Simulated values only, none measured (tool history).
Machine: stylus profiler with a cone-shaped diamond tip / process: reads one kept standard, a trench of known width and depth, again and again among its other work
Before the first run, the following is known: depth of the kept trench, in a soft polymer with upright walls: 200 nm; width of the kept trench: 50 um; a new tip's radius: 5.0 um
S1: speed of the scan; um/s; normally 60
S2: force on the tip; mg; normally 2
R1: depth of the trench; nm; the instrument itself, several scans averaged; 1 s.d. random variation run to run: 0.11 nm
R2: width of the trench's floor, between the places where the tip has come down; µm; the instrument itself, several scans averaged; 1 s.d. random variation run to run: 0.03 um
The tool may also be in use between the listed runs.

| run | day | S1 | S2 | R1 | R2 |
|---|---|---|---|---|---|
| 1 | 0 | 60 | 2 | 202.95 | 46.27 |
| 2 | 2.675 | 60 | 2 | 202.85 | 46.24 |
| 3 | 5.846 | 60 | 2 | 202.77 | 46.2 |
| 4 | 10.962 | 60 | 4.6 | 204.57 | 46.21 |
| 5 | 13.871 | 60 | 4.6 | 204.62 | 46.18 |
| 6 | 18.021 | 58 | 4.6 | 204.58 | 46.16 |
| 7 | 22.646 | 58 | 4.6 | 204.67 | 46.15 |
| 8 | 26.696 | 16 | 2 | 202.96 | 46.1 |
| 9 | 30.196 | 20 | 2 | 203.05 | 46.06 |
| 10 | 32.867 | 232 | 2 | 203 | 45.67 |
| 11 | 37.35 | 31 | 2 | 202.95 | 45.99 |
| 12 | 41.138 | 31 | 2 | 203.14 | 46.02 |
| 13 | 45 | 60 | 2 | 203.02 | 45.95 |
| 14 | 48.05 | 60 | 2 | 203.15 | 45.92 |
| 15 | 53.092 | 60 | 0.82 | 202.15 | 45.81 |
|  | 56.446 | height scale calibrated on a step standard |
| 16 | 57.2 | 60 | 0.82 | 202.2 | 45.79 |
| 17 | 61.658 | 60 | 0.82 | 202.28 | 45.73 |
| 18 | 64.262 | 60 | 0.82 | 202.03 | 45.74 |
| 19 | 67.462 | 60 | 2 | 203.22 | 45.75 |
| 20 | 72.15 | 60 | 2 | 203.23 | 45.75 |
| 21 | 74.304 | 137 | 2 | 203.37 | 45.6 |
|  | 77.121 | height scale calibrated on a step standard, once more |
| 22 | 77.721 | 60 | 2 | 202.53 | 45.7 |
| 23 | 80.688 | 60 | 2 | 202.46 | 45.69 |
| 24 | 84.012 | 32 | 3.05 | 202.87 | 45.71 |
| 25 | 86.175 | 112 | 1.1 | 201.64 | 45.45 |
| 26 | 89.271 | 37 | 5.98 | 204.75 | 45.66 |
| 27 | 93.758 | 37 | 5.98 | 204.71 | 45.66 |
| 28 | 97.312 | 28 | 1.92 | 202.43 | 45.64 |
| 29 | 102.271 | 159 | 0.69 | 201.26 | 45.15 |
| 30 | 106.017 | 58 | 1.67 | 202.25 | 45.47 |
| 31 | 108.475 | 58 | 1.67 | 202.15 | 45.5 |
| 32 | 112.329 | 45 | 1.2 | 201.76 | 45.48 |
| 33 | 117.067 | 36 | 1.34 | 201.91 | 45.49 |
| 34 | 120.254 | 110 | 2.75 | 202.91 | 45.31 |
| 35 | 124.225 | 60 | 1.08 | 201.68 | 45.36 |
| 36 | 128.029 | 111 | 0.88 | 201.5 | 45.21 |
| 37 | 132.596 | 111 | 1.29 | 202.17 | 45.23 |
| 38 | 135.842 | 111 | 1.29 | 201.81 | 45.25 |
| 39 | 138.604 | 111 | 1.29 | 202.07 | 45.19 |
| 40 | 141.875 | 114 | 2.11 | 202.64 | 45.18 |
| 41 | 145.367 | 98 | 3.64 | 203.83 | 45.23 |
| 42 | 149.517 | 194 | 3.71 | 203.82 | 45.11 |
| 43 | 151.896 | 22 | 4.18 | 204.07 | 45.32 |
| 44 | 154.717 | 29 | 5.53 | 204.96 | 45.28 |
|  | 157.112 | new tip fitted, height scale calibrated |
| 45 | 159.542 | 198 | 0.72 | 201.06 | 46.55 |

A few steps of R1 between consecutive runs. Split each: what settings, incoming material and random variation would produce without the hidden state, and what is left over for the hidden state, along with gauge scatter present in only one of the two compared results (measured, and without hidden state):
The tool's hidden condition here consists of: radius of the tip, um; height scale over the true one, %; drift of the gauge itself on depth_nm, %; drift of the gauge itself on floor_um, %.
Run 15 -> 16: height scale calibrated on a step standard. R1 +0.05 nm: hidden state +0.15, all else -0.1.
Run 21 -> 22: S1 137 -> 60, height scale calibrated on a step standard, once more. R1 -0.84 nm: hidden state -1.09, all else +0.25.
Run 25 -> 26: S1 112 -> 37, S2 1.1 -> 5.98. R1 +3.11 nm: hidden state +0.02, all else +3.09.
Run 27 -> 28: S1 37 -> 28, S2 5.98 -> 1.92. R1 -2.28 nm: hidden state +0.02, all else -2.3.
Run 44 -> 45: S1 29 -> 198, S2 5.53 -> 0.72, new tip fitted, height scale calibrated. R1 -3.9 nm: hidden state -0.55, all else -3.35.

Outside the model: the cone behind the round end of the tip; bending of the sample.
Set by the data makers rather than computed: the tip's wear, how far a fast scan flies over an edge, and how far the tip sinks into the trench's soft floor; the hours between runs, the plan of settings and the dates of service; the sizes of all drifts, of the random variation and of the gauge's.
